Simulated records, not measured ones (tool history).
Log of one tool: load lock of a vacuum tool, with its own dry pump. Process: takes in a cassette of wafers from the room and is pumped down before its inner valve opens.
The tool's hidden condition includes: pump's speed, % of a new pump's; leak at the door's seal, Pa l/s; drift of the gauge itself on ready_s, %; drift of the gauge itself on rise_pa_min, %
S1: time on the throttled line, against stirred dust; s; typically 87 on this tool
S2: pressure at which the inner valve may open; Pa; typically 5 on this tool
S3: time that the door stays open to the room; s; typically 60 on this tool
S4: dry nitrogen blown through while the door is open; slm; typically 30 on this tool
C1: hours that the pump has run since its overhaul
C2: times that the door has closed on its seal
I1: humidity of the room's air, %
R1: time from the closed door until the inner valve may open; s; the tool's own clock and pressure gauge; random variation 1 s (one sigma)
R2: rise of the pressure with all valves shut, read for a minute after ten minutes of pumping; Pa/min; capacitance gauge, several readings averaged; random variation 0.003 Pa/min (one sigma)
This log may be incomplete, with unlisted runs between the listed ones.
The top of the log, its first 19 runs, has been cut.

At day 129.546: dry pump taken out, an overhauled one fitted.
Run 20, day 137.675: usual settings but S1 94 s, S2 9 Pa, S4 36 slm; C1 195; C2 6557; I1 43.4. Result: R1 163.6 s, R2 0.029 Pa/min.
Run 21, day 147.338: usual settings but S1 94 s, S2 9 Pa, S4 36 slm; C1 427; C2 7423; I1 43.8. Result: R1 163 s, R2 0.028 Pa/min.
Run 22, day 154.975: usual settings but S1 99 s, S2 8 Pa; C1 610; C2 8108; I1 44.3. Result: R1 168.5 s, R2 0.028 Pa/min.
Run 23, day 164.779: usual settings but S3 235 s; C1 846; C2 8988; I1 45.3. Result: R1 162.7 s, R2 0.056 Pa/min.
Run 24, day 170.288: usual settings but S3 235 s; C1 978; C2 9482; I1 44.5. Result: R1 163.6 s, R2 0.058 Pa/min.
Run 25, day 178.717: usual settings but S3 235 s; C1 1180; C2 10238; I1 44.4. Result: R1 160.7 s, R2 0.056 Pa/min.
Run 26, day 184.425: usual settings but S1 54 s, S3 97 s; C1 1317; C2 10750; I1 43. Result: R1 134.6 s, R2 0.046 Pa/min.
Run 27, day 188.667: usual settings but S1 67 s, S2 6 Pa, S3 204 s, S4 5 slm; C1 1419; C2 11130; I1 42.7. Result: R1 143.7 s, R2 0.081 Pa/min.
Run 28, day 194.438: usual settings but S1 161 s, S2 4 Pa, S3 37 s, S4 10 slm; C1 1557; C2 11648; I1 43.5. Result: R1 230.3 s, R2 0.036 Pa/min.
Run 29, day 198.988: usual settings but S1 77 s, S2 4 Pa, S3 44 s, S4 10 slm; C1 1667; C2 12056; I1 42.4. Result: R1 155.6 s, R2 0.035 Pa/min.
Run 30, day 204.279: usual settings but S1 77 s, S2 4 Pa, S3 31 s, S4 10 slm; C1 1794; C2 12530; I1 43.4. Result: R1 158 s, R2 0.036 Pa/min.
Run 31, day 210.467: usual settings but S2 7 Pa, S3 30 s; C1 1942; C2 13085; I1 45.6. Result: R1 158.5 s, R2 0.026 Pa/min.
Run 32, day 215.133: usual settings but S2 7 Pa, S3 30 s; C1 2054; C2 13504; I1 45.2. Result: R1 159.1 s, R2 0.022 Pa/min.
Run 33, day 222.017: usual settings but S2 7 Pa, S3 216 s; C1 2219; C2 14121; I1 43.6. Result: R1 161.6 s, R2 0.054 Pa/min.
Run 34, day 231.879: usual settings but S2 7 Pa, S3 216 s; C1 2456; C2 15006; I1 47.3. Result: R1 159.9 s, R2 0.057 Pa/min.
Run 35, day 241.054: usual settings but S1 106 s, S3 33 s, S4 9 slm; C1 2676; C2 15829; I1 42.7. Result: R1 181 s, R2 0.035 Pa/min.
Run 36, day 248.562: usual settings but S1 106 s, S3 33 s, S4 9 slm; C1 2856; C2 16502; I1 47.4. Result: R1 179.3 s, R2 0.045 Pa/min.
Run 37, day 258.796: usual settings but S1 84 s, S3 32 s, S4 9 slm; C1 3102; C2 17420; I1 42.6. Result: R1 160.2 s, R2 0.036 Pa/min.

Below are 3 alternative next runs, each starting from the tool's condition after run 37. Predict each:
Run A, day 265.162: usual settings but S1 96 s, S3 53 s, S4 21 slm; C1 3255; C2 17991; I1 41.5. Result: R1 ?, R2 ?.
Run B, day 265.162: usual settings but S1 82 s, S2 6 Pa, S3 32 s, S4 11 slm; C1 3255; C2 17991; I1 45.6. Result: R1 ?, R2 ?.
Run C, day 265.162: usual settings but S1 73 s, S2 9 Pa, S3 32 s, S4 8 slm; C1 3255; C2 17991; I1 44.8. Result: R1 ?, R2 ?.

run     R1     R2
  A  170.3  0.034
  B  155.9  0.038
  C  146.5  0.045
With the hidden condition removed and each run's random variation left untouched, the same runs would have given:
run     R1     R2
  A  170.3  0.033
  B  155.9  0.037
  C  146.5  0.044
